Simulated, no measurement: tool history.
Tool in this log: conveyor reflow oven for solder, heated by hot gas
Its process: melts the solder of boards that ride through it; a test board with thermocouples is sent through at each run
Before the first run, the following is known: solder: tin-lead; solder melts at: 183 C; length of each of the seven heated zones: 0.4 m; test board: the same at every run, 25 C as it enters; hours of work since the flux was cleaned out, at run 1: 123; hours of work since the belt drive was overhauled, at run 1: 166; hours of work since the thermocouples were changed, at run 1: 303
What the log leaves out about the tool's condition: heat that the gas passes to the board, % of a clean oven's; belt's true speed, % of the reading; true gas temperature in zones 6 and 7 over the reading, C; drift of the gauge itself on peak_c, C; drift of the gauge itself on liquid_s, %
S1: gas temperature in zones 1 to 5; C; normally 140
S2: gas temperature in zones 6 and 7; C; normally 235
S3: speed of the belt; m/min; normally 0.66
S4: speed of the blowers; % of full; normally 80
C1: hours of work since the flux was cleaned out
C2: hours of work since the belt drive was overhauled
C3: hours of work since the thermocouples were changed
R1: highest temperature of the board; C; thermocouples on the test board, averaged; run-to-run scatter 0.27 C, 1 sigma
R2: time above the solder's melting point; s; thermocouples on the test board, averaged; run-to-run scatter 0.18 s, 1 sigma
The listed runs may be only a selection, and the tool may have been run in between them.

run   hour   S1   S2     S3  S4   C1   C2   C3     R1    R2
  1      0  140  235   0.66  80  123  166  303  217.9  55.3
  2   32.4  140  235   0.66  80  137  181  318  217.2  55.1
  3   53.7  140  235   0.66  87  147  190  327  219.5  57.2
  4   74.6  135  235   0.66  80  156  199  336  215.9  53.1
  5   95.4  144  235   0.66  80  165  209  345  217.9  57.2
  6  119.7  140  235   0.66  80  176  219  356  217.5  55.1
  7  145.4  140  235   0.66  80  187  231  368  216.8  55.2
  8    169  140  235   0.66  80  198  241  378  217.3  55.1
  9  199.9  140  235   0.66  80  212  255  392  216.3  55.2
 10  238.1  140  235   0.66  80  228  272  409  216.8  55.2
 11  274.3  140  235   0.66  80  244  288  425  216.6  54.7
 12  292.7  140  235   0.66  80  253  296  433  216.7  54.9
 13  325.8  140  235   0.66  80  267  311  447  216.6  54.6
 14  348.1  140  235  0.598  80  277  320  457  219.3  63.5
 15  366.6  140  235   0.66  80  285  329  466    216  54.4
 16  383.4  140  235   0.66  80  293  336  473  216.2  54.7
 17  408.9  126  245   0.66  80  304  347  484  222.1  54.5
     414.6  -- belt drive overhauled, speed set with a stopwatch
 18  432.2  140  228  0.558  80  313    8  493  215.2  65.3
 19  462.3  135  223   0.57  80  326   21  506  209.5  56.3
 20    483  145  239  0.635  61  335   30  515  215.8    58
 21  517.4  145  239  0.635  61  350   45  531  216.1    58
 22  552.1  140  241   0.66  80  366   61  546  221.2  58.7
 23  575.7  140  237  0.641  80  376   71  556  218.5  58.5
 24  610.2  133  237  0.641  84  391   87  572  218.1  55.8
     622.6  -- belt drive overhauled, speed set with a stopwatch, once more
 25  630.8  133  237  0.641  84  399    4  579  217.7  54.3
 26  650.5  132  235   0.66  86  407   12  588  215.1  50.9
 27  673.4  132  235   0.66  86  418   23  598    215  50.9
 28  696.1  132  235   0.66  86  428   33  608  215.1  50.8
 29    716  132  224  0.591  86  436   41  617  208.6    52
 30  754.3  155  237   0.66  80  453   58  634  219.3  62.6
 31  775.9  155  237   0.66  80  463   68  643  219.6  62.2

How would selected steps in R1 from run to run divide? Give the signed amount a tool lacking its hidden state would still show from settings, what came in and random variation, and the signed amount left for the hidden state, including any gauge scatter that is not in both of the compared results.
Run 16 -> 17: S1 140 -> 126, S2 235 -> 245. R1 +5.9 C: hidden state -0.6, all else +6.5.
Run 17 -> 18: S1 126 -> 140, S2 245 -> 228, S3 0.66 -> 0.558, belt drive overhauled, speed set with a stopwatch. R1 -6.9 C: hidden state +0.9, all else -7.8.
Run 21 -> 22: S1 145 -> 140, S2 239 -> 241, S3 0.635 -> 0.66, S4 61 -> 80. R1 +5.1 C: hidden state -0.7, all else +5.8.
Run 28 -> 29: S2 235 -> 224, S3 0.66 -> 0.591. R1 -6.5 C: hidden state +0.5, all else -7.
Run 29 -> 30: S1 132 -> 155, S2 224 -> 237, S3 0.591 -> 0.66, S4 86 -> 80. R1 +10.7 C: hidden state +0, all else +10.7.

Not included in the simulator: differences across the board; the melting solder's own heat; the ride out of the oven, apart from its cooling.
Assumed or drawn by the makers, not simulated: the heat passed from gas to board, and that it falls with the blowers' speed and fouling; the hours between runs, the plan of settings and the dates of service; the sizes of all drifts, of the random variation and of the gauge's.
